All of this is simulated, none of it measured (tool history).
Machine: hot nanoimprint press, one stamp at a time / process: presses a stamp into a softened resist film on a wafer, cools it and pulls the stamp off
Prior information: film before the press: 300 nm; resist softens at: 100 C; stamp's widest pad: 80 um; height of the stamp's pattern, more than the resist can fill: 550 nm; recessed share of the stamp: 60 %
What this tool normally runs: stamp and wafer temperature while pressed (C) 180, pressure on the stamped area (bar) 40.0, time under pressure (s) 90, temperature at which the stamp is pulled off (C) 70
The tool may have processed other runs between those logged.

run   hour  stamp and wafer temperature while pressed (C)  pressure on the stamped area (bar)  time under pressure (s)  temperature at which the stamp is pulled off (C)  resist left under the stamp's widest pad (Å)  greatest force while the stamp is pulled off (N)
  1    0.0                                            180                                40.0                       90                                                70                                          1423                                               196
  2   13.3                                            180                                40.0                       90                                                70                                          1422                                               211
  3   21.6                                            190                                40.0                       90                                                70                                          1012                                               207
  4   33.0                                            190                                40.0                       90                                                70                                          1011                                               209
  5   43.8                                            180                                40.0                       90                                                70                                          1429                                               211
  6   56.1                                            180                                40.0                       90                                                70                                          1429                                               212
  7   70.0                                            180                                40.0                       90                                                70                                          1422                                               206
  8   79.3                                            180                                40.0                       90                                                70                                          1429                                               208
  9   95.3                                            180                                40.0                       90                                                70                                          1426                                               219
 10  110.0                                            180                                40.0                       90                                                70                                          1425                                               214
 11  119.6                                            180                                40.0                       90                                                70                                          1420                                               213
 12  133.0                                            180                                40.0                       90                                                70                                          1436                                               219
 13  141.6                                            180                                40.0                       90                                                70                                          1425                                               217
 14  156.0                                            181                                47.5                       79                                                56                                          1330                                               234
 15  169.3                                            181                                47.5                       79                                                56                                          1336                                               231
 16  179.1                                            180                                28.8                       90                                                74                                          1648                                               217
 17  188.5                                            171                                41.9                      112                                                74                                          1757                                               209
 18  201.0                                            171                                41.9                       63                                                74                                          2060                                               224
 19  216.7                                            169                                41.9                       90                                                70                                          2010                                               220
 20  230.0                                            184                                54.9                       90                                                70                                          1057                                               223
 21  244.3                                            184                                54.9                       90                                                70                                          1049                                               226
 22  259.0                                            184                                54.9                       90                                                70                                          1041                                               217
 23  266.0                                            172                                54.9                       90                                                71                                          1641                                               229
 24  275.5                                            180                                41.9                      162                                                56                                          1112                                               248

Here are 4 independent what-if runs from the current tool condition. What would each one return?
  A  289.7                                            179                                41.9                      149                                                74                                             ?                                                 ?
  B  289.7                                            180                                41.2                       90                                                57                                             ?                                                 ?
  C  289.7                                            180                                29.9                       55                                                70                                             ?                                                 ?
  D  289.7                                            180                                24.3                       90                                                62                                             ?                                                 ?

run  resist left under the stamp's widest pad (Å)  greatest force while the stamp is pulled off (N)
  A                                          1184                                               219
  B                                          1399                                               247
  C                                          1881                                               230
  D                                          1764                                               230
With the hidden condition removed and each run's random variation left untouched, the same runs would have given:
run  resist left under the stamp's widest pad (Å)  greatest force while the stamp is pulled off (N)
  A                                          1221                                               160
  B                                          1440                                               180
  C                                          1926                                               168
  D                                          1810                                               168
